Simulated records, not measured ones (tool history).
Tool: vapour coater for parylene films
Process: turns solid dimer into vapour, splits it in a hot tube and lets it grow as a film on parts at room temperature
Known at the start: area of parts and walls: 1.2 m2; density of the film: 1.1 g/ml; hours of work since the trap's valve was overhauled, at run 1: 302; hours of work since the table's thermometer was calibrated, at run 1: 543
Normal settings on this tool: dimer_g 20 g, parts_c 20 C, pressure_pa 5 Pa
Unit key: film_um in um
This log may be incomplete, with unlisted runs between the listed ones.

run,day,dimer_g,parts_c,pressure_pa,hours of work since the trap's valve was overhauled,hours of work since the table's thermometer was calibrated,film_um
1,0,20,20,5,302,543,9.93
2,1.625,20,20,3.73,321,562,10.28
3,3.892,20,20,2.28,347,588,11.17
4,5.575,20,20,5,367,608,9.86
5,7.208,20,20,5,385,626,9.74
6,8.3,19,22,5.76,398,639,8.53

The next listed run, before its measurement:
7,9.333,19,14,7,410,651,?

film_um: 9.97 um
Were there no unlogged condition in the tool, this run, its random variation unchanged, would have produced film_um 10.82 um.
